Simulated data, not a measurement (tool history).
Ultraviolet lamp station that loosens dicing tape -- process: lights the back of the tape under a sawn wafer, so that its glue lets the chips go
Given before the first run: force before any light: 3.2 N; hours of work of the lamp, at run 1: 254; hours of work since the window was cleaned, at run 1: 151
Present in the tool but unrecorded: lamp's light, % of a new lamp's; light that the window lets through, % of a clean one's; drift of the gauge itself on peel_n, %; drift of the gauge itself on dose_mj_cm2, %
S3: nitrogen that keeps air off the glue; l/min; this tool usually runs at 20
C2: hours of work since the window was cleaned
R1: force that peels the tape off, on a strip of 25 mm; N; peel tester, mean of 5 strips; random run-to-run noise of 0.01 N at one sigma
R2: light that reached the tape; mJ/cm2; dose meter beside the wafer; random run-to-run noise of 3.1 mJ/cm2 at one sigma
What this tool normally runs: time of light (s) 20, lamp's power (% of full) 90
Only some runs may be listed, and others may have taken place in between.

run 1 hour=0 | time_of_light_(s)=20 lamp's_power_(%_of_full)=90 S3=20 | hours_of_work_of_the_lamp=254 C2=151 | R1=0.507 R2=452
run 2 hour=11.3 | time_of_light_(s)=20 lamp's_power_(%_of_full)=90 S3=20 | hours_of_work_of_the_lamp=260 C2=156 | R1=0.511 R2=450
run 3 hour=30.8 | time_of_light_(s)=20 lamp's_power_(%_of_full)=90 S3=20 | hours_of_work_of_the_lamp=268 C2=164 | R1=0.482 R2=445
run 4 hour=40.6 | time_of_light_(s)=20 lamp's_power_(%_of_full)=79 S3=20 | hours_of_work_of_the_lamp=273 C2=169 | R1=0.607 R2=395
run 5 hour=58.3 | time_of_light_(s)=20 lamp's_power_(%_of_full)=79 S3=20 | hours_of_work_of_the_lamp=281 C2=177 | R1=0.615 R2=393
run 6 hour=71.4 | time_of_light_(s)=20 lamp's_power_(%_of_full)=79 S3=20 | hours_of_work_of_the_lamp=287 C2=183 | R1=0.574 R2=386
run 7 hour=80.4 | time_of_light_(s)=24 lamp's_power_(%_of_full)=65 S3=17 | hours_of_work_of_the_lamp=291 C2=187 | R1=0.647 R2=379
run 8 hour=91.2 | time_of_light_(s)=11 lamp's_power_(%_of_full)=92 S3=37 | hours_of_work_of_the_lamp=296 C2=192 | R1=0.81 R2=249
run 9 hour=110.7 | time_of_light_(s)=21 lamp's_power_(%_of_full)=99 S3=37 | hours_of_work_of_the_lamp=305 C2=201 | R1=0.305 R2=513
run 10 hour=122 | time_of_light_(s)=21 lamp's_power_(%_of_full)=99 S3=37 | hours_of_work_of_the_lamp=310 C2=206 | R1=0.333 R2=510
run 11 hour=138.5 | time_of_light_(s)=34 lamp's_power_(%_of_full)=99 S3=23 | hours_of_work_of_the_lamp=317 C2=213 | R1=0.241 R2=821

Each row is a separate what-if for the run after 11, all from the same tool condition, not one after another. Results?
run A hour=149.6 | time_of_light_(s)=34 lamp's_power_(%_of_full)=69 S3=9 | hours_of_work_of_the_lamp=322 C2=218 | R1=? R2=?
run B hour=149.6 | time_of_light_(s)=16 lamp's_power_(%_of_full)=73 S3=20 | hours_of_work_of_the_lamp=322 C2=218 | R1=? R2=?
run C hour=149.6 | time_of_light_(s)=38 lamp's_power_(%_of_full)=99 S3=27 | hours_of_work_of_the_lamp=322 C2=218 | R1=? R2=?

run=A R1=0.547 R2=572
run=B R1=0.865 R2=283
run=C R1=0.218 R2=913
With no hidden state in the tool, these same runs would have given:
run=A R1=0.484 R2=626
run=B R1=0.778 R2=310
run=C R1=0.212 R2=999
